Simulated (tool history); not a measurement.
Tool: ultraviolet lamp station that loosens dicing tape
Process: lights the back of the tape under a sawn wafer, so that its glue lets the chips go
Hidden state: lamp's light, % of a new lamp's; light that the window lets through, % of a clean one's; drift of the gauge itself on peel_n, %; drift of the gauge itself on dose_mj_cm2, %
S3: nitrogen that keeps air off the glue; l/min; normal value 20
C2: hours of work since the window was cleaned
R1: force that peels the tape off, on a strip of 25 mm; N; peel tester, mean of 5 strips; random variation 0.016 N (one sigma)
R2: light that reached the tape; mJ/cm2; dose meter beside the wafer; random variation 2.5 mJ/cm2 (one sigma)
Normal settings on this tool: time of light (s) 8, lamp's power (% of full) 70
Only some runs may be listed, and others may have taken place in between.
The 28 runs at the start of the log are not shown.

At hour 319.0: window cleaned of glue's vapour, once more.
Run 29, hour 320.0: usual settings but time of light (s) 9, lamp's power (% of full) 63, S3 26 l/min; hours of work of the lamp 422; C2 1. Result: R1 0.924 N, R2 240 mJ/cm2.
Run 30, hour 336.6: usual settings but time of light (s) 9, lamp's power (% of full) 63, S3 26 l/min; hours of work of the lamp 431; C2 9. Result: R1 0.977 N, R2 243 mJ/cm2.
Run 31, hour 346.7: usual settings but time of light (s) 9, lamp's power (% of full) 63, S3 26 l/min; hours of work of the lamp 436; C2 15. Result: R1 0.945 N, R2 239 mJ/cm2.
Run 32, hour 359.6: usual settings but time of light (s) 9, lamp's power (% of full) 63, S3 26 l/min; hours of work of the lamp 443; C2 22. Result: R1 0.992 N, R2 238 mJ/cm2.
Run 33, hour 371.2: usual settings but time of light (s) 6, lamp's power (% of full) 78; hours of work of the lamp 449; C2 28. Result: R1 1.480 N, R2 194 mJ/cm2.
Run 34, hour 386.7: usual settings but time of light (s) 6, lamp's power (% of full) 99, S3 36 l/min; hours of work of the lamp 457; C2 36. Result: R1 0.846 N, R2 249 mJ/cm2.
Run 35, hour 403.9: usual settings but time of light (s) 4, lamp's power (% of full) 99, S3 8 l/min; hours of work of the lamp 467; C2 45. Result: R1 2.306 N, R2 163 mJ/cm2.
Run 36, hour 412.5: usual settings but time of light (s) 4, lamp's power (% of full) 99, S3 8 l/min; hours of work of the lamp 471; C2 50. Result: R1 2.509 N, R2 163 mJ/cm2.
Run 37, hour 420.8: usual settings but time of light (s) 14, lamp's power (% of full) 71, S3 31 l/min; hours of work of the lamp 476; C2 54. Result: R1 0.365 N, R2 409 mJ/cm2.
Run 38, hour 431.4: usual settings but S3 11 l/min; hours of work of the lamp 481; C2 60. Result: R1 1.454 N, R2 230 mJ/cm2.
Run 39, hour 444.9: usual settings but time of light (s) 11, lamp's power (% of full) 87, S3 12 l/min; hours of work of the lamp 488; C2 67. Result: R1 0.573 N, R2 386 mJ/cm2.
Run 40, hour 452.2: usual settings but time of light (s) 11, lamp's power (% of full) 87, S3 12 l/min; hours of work of the lamp 492; C2 71. Result: R1 0.571 N, R2 385 mJ/cm2.
Run 41, hour 466.4: usual settings but time of light (s) 11, lamp's power (% of full) 87, S3 6 l/min; hours of work of the lamp 500; C2 79. Result: R1 0.814 N, R2 385 mJ/cm2.
Run 42, hour 479.0: usual settings but lamp's power (% of full) 87, S3 6 l/min; hours of work of the lamp 507; C2 85. Result: R1 1.376 N, R2 277 mJ/cm2.

5 ways to go on from here, each from the tool as it stands after run 42. What would each give?
Run A, hour 488.7: usual settings but time of light (s) 6, lamp's power (% of full) 85, S3 12 l/min; hours of work of the lamp 512; C2 90. Result: R1 ?, R2 ?.
Run B, hour 488.7: usual settings but lamp's power (% of full) 87, S3 10 l/min; hours of work of the lamp 512; C2 90. Result: R1 ?, R2 ?.
Run C, hour 488.7: usual settings but time of light (s) 10, lamp's power (% of full) 83, S3 6 l/min; hours of work of the lamp 512; C2 90. Result: R1 ?, R2 ?.
Run D, hour 488.7: usual settings but lamp's power (% of full) 87, S3 10 l/min; hours of work of the lamp 512; C2 90. Result: R1 ?, R2 ?.
Run E, hour 488.7: usual settings but time of light (s) 4, S3 11 l/min; hours of work of the lamp 512; C2 90. Result: R1 ?, R2 ?.

run     R1   R2
  A  1.624  203
  B  1.146  273
  C  1.054  329
  D  1.136  278
  E  3.173  110
Stripped of hidden state, with their random variation kept, the same runs would have yielded:
run     R1   R2
  A  1.102  264
  B  0.732  357
  C  0.672  429
  D  0.726  362
  E  2.519  144
